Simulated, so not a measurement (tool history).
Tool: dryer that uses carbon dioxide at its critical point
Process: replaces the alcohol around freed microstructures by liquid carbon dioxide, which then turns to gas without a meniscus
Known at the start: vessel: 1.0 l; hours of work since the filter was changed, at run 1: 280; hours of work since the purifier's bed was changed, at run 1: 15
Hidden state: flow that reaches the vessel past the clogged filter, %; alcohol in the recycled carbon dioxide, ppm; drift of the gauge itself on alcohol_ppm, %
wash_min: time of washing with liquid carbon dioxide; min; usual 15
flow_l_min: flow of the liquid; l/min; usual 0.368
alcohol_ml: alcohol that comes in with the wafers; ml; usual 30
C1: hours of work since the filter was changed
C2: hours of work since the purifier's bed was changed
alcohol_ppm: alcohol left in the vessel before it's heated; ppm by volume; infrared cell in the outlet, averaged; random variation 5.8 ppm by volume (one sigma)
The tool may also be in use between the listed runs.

Run 1, day 0.000: usual settings; C1 280; C2 15. Result: alcohol_ppm 330 ppm by volume.
Run 2, day 0.179: usual settings but alcohol_ml 49 ml; C1 282; C2 17. Result: alcohol_ppm 565 ppm by volume.
Run 3, day 0.375: usual settings but alcohol_ml 91 ml; C1 284; C2 18. Result: alcohol_ppm 1018 ppm by volume.
Run 4, day 0.575: usual settings but alcohol_ml 91 ml; C1 286; C2 20. Result: alcohol_ppm 1033 ppm by volume.
Run 5, day 0.833: usual settings but wash_min 13 min; C1 288; C2 23. Result: alcohol_ppm 635 ppm by volume.
Run 6, day 1.021: usual settings; C1 290; C2 24. Result: alcohol_ppm 349 ppm by volume.
At day 1.171: inlet filter changed.
Run 7, day 1.338: usual settings but wash_min 14 min; C1 2; C2 27. Result: alcohol_ppm 276 ppm by volume.
Run 8, day 1.508: usual settings but wash_min 14 min, alcohol_ml 37 ml; C1 3; C2 28. Result: alcohol_ppm 353 ppm by volume.
Run 9, day 1.758: usual settings but wash_min 14 min, alcohol_ml 37 ml; C1 5; C2 31. Result: alcohol_ppm 337 ppm by volume.
Run 10, day 1.975: usual settings but wash_min 14 min, alcohol_ml 37 ml; C1 7; C2 33. Result: alcohol_ppm 361 ppm by volume.
Run 11, day 2.242: usual settings but wash_min 14 min, alcohol_ml 61 ml; C1 10; C2 35. Result: alcohol_ppm 572 ppm by volume.
Run 12, day 2.458: usual settings; C1 12; C2 37. Result: alcohol_ppm 216 ppm by volume.
Run 13, day 2.633: usual settings; C1 13; C2 39. Result: alcohol_ppm 221 ppm by volume.
Run 14, day 2.858: usual settings but wash_min 11 min; C1 15; C2 41. Result: alcohol_ppm 778 ppm by volume.
Run 15, day 3.221: usual settings but wash_min 11 min; C1 19; C2 44. Result: alcohol_ppm 796 ppm by volume.
Run 16, day 3.417: usual settings but wash_min 18 min, flow_l_min 0.526 l/min, alcohol_ml 66 ml; C1 21; C2 46. Result: alcohol_ppm 29 ppm by volume.
Run 17, day 3.579: usual settings but wash_min 18 min, flow_l_min 0.526 l/min, alcohol_ml 47 ml; C1 22; C2 47. Result: alcohol_ppm 32 ppm by volume.
Run 18, day 3.833: usual settings but wash_min 10 min, flow_l_min 0.354 l/min, alcohol_ml 22 ml; C1 24; C2 50. Result: alcohol_ppm 898 ppm by volume.
Run 19, day 4.008: usual settings but wash_min 19 min, flow_l_min 0.354 l/min, alcohol_ml 28 ml; C1 26; C2 51. Result: alcohol_ppm 75 ppm by volume.
Run 20, day 4.346: usual settings but wash_min 21 min, flow_l_min 0.332 l/min, alcohol_ml 101 ml; C1 29; C2 54. Result: alcohol_ppm 191 ppm by volume.
Run 21, day 4.592: usual settings but wash_min 13 min, flow_l_min 0.441 l/min, alcohol_ml 119 ml; C1 31; C2 57. Result: alcohol_ppm 695 ppm by volume.
Run 22, day 4.858: usual settings but wash_min 13 min, flow_l_min 0.441 l/min, alcohol_ml 119 ml; C1 34; C2 59. Result: alcohol_ppm 735 ppm by volume.
Run 23, day 5.225: usual settings but wash_min 10 min; C1 37; C2 62. Result: alcohol_ppm 1134 ppm by volume.
Run 24, day 5.438: usual settings but wash_min 13 min, flow_l_min 0.514 l/min; C1 39; C2 64. Result: alcohol_ppm 104 ppm by volume.
Run 25, day 5.625: usual settings but wash_min 13 min, flow_l_min 0.514 l/min; C1 41; C2 66. Result: alcohol_ppm 101 ppm by volume.
Run 26, day 5.871: usual settings but alcohol_ml 40 ml; C1 43; C2 68. Result: alcohol_ppm 311 ppm by volume.
Run 27, day 6.204: usual settings but flow_l_min 0.297 l/min, alcohol_ml 40 ml; C1 46; C2 71. Result: alcohol_ppm 723 ppm by volume.
Run 28, day 6.575: usual settings but flow_l_min 0.297 l/min, alcohol_ml 40 ml; C1 49; C2 75. Result: alcohol_ppm 734 ppm by volume.

4 ways to go on from here, each from the tool as it stands after run 28. What would each give?
Run A, day 6.912: usual settings but flow_l_min 0.329 l/min, alcohol_ml 56 ml; C1 53; C2 78. Result: alcohol_ppm ?.
Run B, day 6.912: usual settings but flow_l_min 0.298 l/min; C1 53; C2 78. Result: alcohol_ppm ?.
Run C, day 6.912: usual settings but flow_l_min 0.593 l/min, alcohol_ml 21 ml; C1 53; C2 78. Result: alcohol_ppm ?.
Run D, day 6.912: usual settings but flow_l_min 0.395 l/min, alcohol_ml 114 ml; C1 53; C2 78. Result: alcohol_ppm ?.

run  alcohol_ppm
  A          666
  B          542
  C           25
  D          587
Without the tool's hidden state the same runs would have given:
run  alcohol_ppm
  A          591
  B          482
  C            8
  D          509
